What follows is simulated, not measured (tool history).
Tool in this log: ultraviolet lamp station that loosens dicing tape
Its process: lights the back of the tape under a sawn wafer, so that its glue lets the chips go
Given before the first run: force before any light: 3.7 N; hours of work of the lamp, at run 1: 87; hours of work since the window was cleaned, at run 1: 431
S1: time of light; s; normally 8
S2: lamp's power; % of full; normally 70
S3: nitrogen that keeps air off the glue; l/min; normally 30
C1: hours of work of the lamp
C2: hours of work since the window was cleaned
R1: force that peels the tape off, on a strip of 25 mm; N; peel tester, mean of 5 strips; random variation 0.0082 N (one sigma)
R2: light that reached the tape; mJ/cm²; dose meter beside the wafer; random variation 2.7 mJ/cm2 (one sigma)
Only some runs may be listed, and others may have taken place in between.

| run | hour | S1 | S2 | S3 | C1 | C2 | R1 | R2 |
|---|---|---|---|---|---|---|---|---|
| 1 | 0.0 | 8 | 70 | 30 | 87 | 431 | 0.373 | 327 |
| 2 | 23.2 | 8 | 94 | 30 | 103 | 447 | 0.230 | 430 |
| 3 | 40.7 | 8 | 70 | 30 | 115 | 458 | 0.378 | 322 |
| 4 | 57.9 | 8 | 70 | 45 | 127 | 470 | 0.339 | 318 |
| 5 | 79.8 | 8 | 70 | 30 | 141 | 485 | 0.381 | 315 |
| 6 | 100.8 | 8 | 70 | 14 | 156 | 499 | 0.515 | 316 |
| 7 | 118.6 | 8 | 70 | 30 | 168 | 511 | 0.391 | 311 |
| 8 | 142.9 | 8 | 91 | 30 | 184 | 528 | 0.263 | 410 |
| 9 | 165.7 | 8 | 91 | 30 | 200 | 543 | 0.262 | 408 |
|  | 182.0 | window cleaned of glue's vapour |
| 10 | 188.6 | 8 | 69 | 30 | 215 | 4 | 0.377 | 323 |
| 11 | 215.1 | 9 | 70 | 30 | 233 | 22 | 0.296 | 363 |
| 12 | 227.8 | 9 | 70 | 30 | 241 | 31 | 0.314 | 365 |
| 13 | 253.1 | 8 | 70 | 30 | 259 | 48 | 0.369 | 321 |
| 14 | 274.1 | 7 | 70 | 30 | 273 | 62 | 0.473 | 281 |
| 15 | 299.9 | 11 | 70 | 30 | 290 | 80 | 0.243 | 437 |
| 16 | 317.2 | 8 | 99 | 18 | 302 | 92 | 0.272 | 442 |
| 17 | 331.3 | 4 | 70 | 28 | 312 | 101 | 1.076 | 156 |
| 18 | 346.1 | 4 | 70 | 28 | 322 | 111 | 1.050 | 155 |
| 19 | 360.7 | 4 | 87 | 30 | 332 | 121 | 0.819 | 194 |
| 20 | 378.0 | 5 | 79 | 15 | 343 | 133 | 0.846 | 219 |
| 21 | 395.4 | 5 | 79 | 15 | 355 | 145 | 0.837 | 219 |
| 22 | 414.0 | 5 | 79 | 15 | 368 | 157 | 0.873 | 211 |
| 23 | 438.9 | 8 | 74 | 30 | 385 | 174 | 0.380 | 324 |
| 24 | 452.4 | 9 | 91 | 30 | 394 | 183 | 0.234 | 441 |
| 25 | 465.4 | 11 | 62 | 17 | 403 | 192 | 0.380 | 368 |
| 26 | 490.4 | 11 | 68 | 17 | 420 | 209 | 0.315 | 398 |
| 27 | 506.3 | 8 | 75 | 19 | 430 | 220 | 0.426 | 318 |
| 28 | 532.7 | 10 | 77 | 29 | 448 | 238 | 0.267 | 404 |
| 29 | 555.2 | 5 | 66 | 16 | 464 | 253 | 1.108 | 176 |

Some steps in R1, run to run, broken into two amounts with sign: the step expected even without the hidden condition (settings, incoming material, random variation), and the rest, left for the hidden condition together with whatever gauge scatter is not in both the measured and the hidden-condition-free result:
Hidden state present: lamp's light, % of a new lamp's; light that the window lets through, % of a clean one's; drift of the gauge itself on peel_n, %; drift of the gauge itself on dose_mj_cm2, %.
Run 16 -> 17: S1 8 -> 4, S2 99 -> 70, S3 18 -> 28. R1 +0.804 N: hidden state +0.103, all else +0.701.
Run 28 -> 29: S1 10 -> 5, S2 77 -> 66, S3 29 -> 16. R1 +0.841 N: hidden state +0.158, all else +0.683.
